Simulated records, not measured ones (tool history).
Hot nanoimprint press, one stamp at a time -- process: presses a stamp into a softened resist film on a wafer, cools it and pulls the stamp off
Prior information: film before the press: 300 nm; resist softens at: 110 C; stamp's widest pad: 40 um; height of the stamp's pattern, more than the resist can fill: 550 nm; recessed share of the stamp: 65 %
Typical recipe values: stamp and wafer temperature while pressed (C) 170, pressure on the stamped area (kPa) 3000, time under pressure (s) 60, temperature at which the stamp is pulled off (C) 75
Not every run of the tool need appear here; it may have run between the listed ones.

| run | hour | stamp and wafer temperature while pressed (C) | pressure on the stamped area (kPa) | time under pressure (s) | temperature at which the stamp is pulled off (C) | resist left under the stamp's widest pad (Å) | greatest force while the stamp is pulled off (N) |
|---|---|---|---|---|---|---|---|
| 1 | 0 | 170 | 3000 | 60 | 75 | 1682 | 151 |
| 2 | 9 | 170 | 3000 | 60 | 75 | 1695 | 143 |
| 3 | 19.6 | 170 | 3000 | 60 | 75 | 1667 | 146 |
| 4 | 26.7 | 170 | 3000 | 60 | 75 | 1689 | 147 |
| 5 | 34.9 | 170 | 3000 | 60 | 75 | 1683 | 148 |
| 6 | 48.9 | 170 | 3000 | 60 | 71 | 1693 | 163 |
| 7 | 60.9 | 166 | 3000 | 60 | 71 | 1992 | 161 |
| 8 | 68.1 | 166 | 3000 | 32 | 71 | 2327 | 162 |
| 9 | 82 | 170 | 3000 | 60 | 61 | 1711 | 187 |
|  | 95.9 | stamp cleaned and given a new release coat |
| 10 | 99.1 | 170 | 3000 | 44 | 61 | 1868 | 179 |
| 11 | 110.4 | 170 | 3130 | 60 | 79 | 1676 | 135 |
| 12 | 125.1 | 159 | 3000 | 60 | 75 | 2544 | 145 |
| 13 | 131.4 | 170 | 3000 | 31 | 75 | 2081 | 150 |
| 14 | 143 | 172 | 3000 | 31 | 75 | 1932 | 145 |
|  | 151.3 | gauge calibrated |
| 15 | 156 | 170 | 3450 | 60 | 78 | 1572 | 137 |
| 16 | 162.3 | 170 | 3000 | 43 | 74 | 1857 | 151 |
| 17 | 173.5 | 163 | 3000 | 43 | 74 | 2357 | 158 |

What if the next run were any one of these 3? Each begins from the tool's condition after run 17:
| A | 188 | 179 | 3000 | 43 | 68 | ? | ? |
| B | 188 | 159 | 3000 | 57 | 75 | ? | ? |
| C | 188 | 161 | 4040 | 43 | 79 | ? | ? |

| run | resist left under the stamp's widest pad (Å) | greatest force while the stamp is pulled off (N) |
|---|---|---|
| A | 1259 | 169 |
| B | 2490 | 144 |
| C | 2313 | 131 |
What these runs would have given with no unlogged condition in the tool:
| run | resist left under the stamp's widest pad (Å) | greatest force while the stamp is pulled off (N) |
|---|---|---|
| A | 1248 | 168 |
| B | 2470 | 143 |
| C | 2294 | 130 |

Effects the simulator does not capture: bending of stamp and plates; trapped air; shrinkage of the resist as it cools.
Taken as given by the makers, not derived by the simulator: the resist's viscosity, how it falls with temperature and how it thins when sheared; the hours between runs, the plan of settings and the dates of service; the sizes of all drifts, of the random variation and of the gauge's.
